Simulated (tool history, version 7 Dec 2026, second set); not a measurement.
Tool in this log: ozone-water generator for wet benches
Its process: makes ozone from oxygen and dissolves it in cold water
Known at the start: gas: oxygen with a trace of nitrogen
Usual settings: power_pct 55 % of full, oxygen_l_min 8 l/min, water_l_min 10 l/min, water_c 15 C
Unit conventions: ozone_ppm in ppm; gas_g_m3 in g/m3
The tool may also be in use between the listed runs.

run 1 hour=0 | power_pct=55 oxygen_l_min=8 water_l_min=10 water_c=15 | ozone_ppm=19.9 gas_g_m3=128
run 2 hour=83.9 | power_pct=85 oxygen_l_min=8 water_l_min=10 water_c=15 | ozone_ppm=24.6 gas_g_m3=161.1
run 3 hour=125.4 | power_pct=82 oxygen_l_min=8 water_l_min=10 water_c=15 | ozone_ppm=24.1 gas_g_m3=155.8
run 4 hour=186.6 | power_pct=47 oxygen_l_min=8 water_l_min=10 water_c=15 | ozone_ppm=18 gas_g_m3=118.8
run 5 hour=231.8 | power_pct=55 oxygen_l_min=8 water_l_min=10 water_c=15 | ozone_ppm=19.6 gas_g_m3=128.9
run 6 hour=275.7 | power_pct=55 oxygen_l_min=8 water_l_min=10 water_c=15 | ozone_ppm=19.7 gas_g_m3=129.6
run 7 hour=325.3 | power_pct=55 oxygen_l_min=8 water_l_min=10 water_c=15 | ozone_ppm=19.7 gas_g_m3=128.5
run 8 hour=381.1 | power_pct=89 oxygen_l_min=13.33 water_l_min=8 water_c=13 | ozone_ppm=24.3 gas_g_m3=119
run 9 hour=439.8 | power_pct=53 oxygen_l_min=13.33 water_l_min=8 water_c=13 | ozone_ppm=18.9 gas_g_m3=91.5
run 10 hour=501.4 | power_pct=56 oxygen_l_min=13.33 water_l_min=8 water_c=13 | ozone_ppm=19.3 gas_g_m3=93.6
run 11 hour=566.8 | power_pct=97 oxygen_l_min=10.39 water_l_min=14 water_c=13 | ozone_ppm=20.4 gas_g_m3=142.4
run 12 hour=632.1 | power_pct=48 oxygen_l_min=8 water_l_min=11 water_c=15 | ozone_ppm=17.2 gas_g_m3=120.2
run 13 hour=714.1 | power_pct=61 oxygen_l_min=13.53 water_l_min=11 water_c=15 | ozone_ppm=16.1 gas_g_m3=96.3
run 14 hour=750.9 | power_pct=67 oxygen_l_min=10.52 water_l_min=10 water_c=10 | ozone_ppm=22 gas_g_m3=119.7

4 ways to go on from here, each from the tool as it stands after run 14. What would each give?
run A hour=813.4 | power_pct=81 oxygen_l_min=10.52 water_l_min=9 water_c=15 | ozone_ppm=? gas_g_m3=?
run B hour=813.4 | power_pct=60 oxygen_l_min=4.49 water_l_min=7 water_c=10 | ozone_ppm=? gas_g_m3=?
run C hour=813.4 | power_pct=55 oxygen_l_min=4.08 water_l_min=10 water_c=13 | ozone_ppm=? gas_g_m3=?
run D hour=813.4 | power_pct=56 oxygen_l_min=8 water_l_min=10 water_c=19 | ozone_ppm=? gas_g_m3=?

run=A ozone_ppm=22.8 gas_g_m3=129.7
run=B ozone_ppm=33.1 gas_g_m3=189.1
run=C ozone_ppm=23.6 gas_g_m3=194.2
run=D ozone_ppm=18 gas_g_m3=128.7
Had the tool no hidden state, the same runs would have come out as:
run=A ozone_ppm=24 gas_g_m3=135
run=B ozone_ppm=34.6 gas_g_m3=195.7
run=C ozone_ppm=24.7 gas_g_m3=200.6
run=D ozone_ppm=18.9 gas_g_m3=133.1
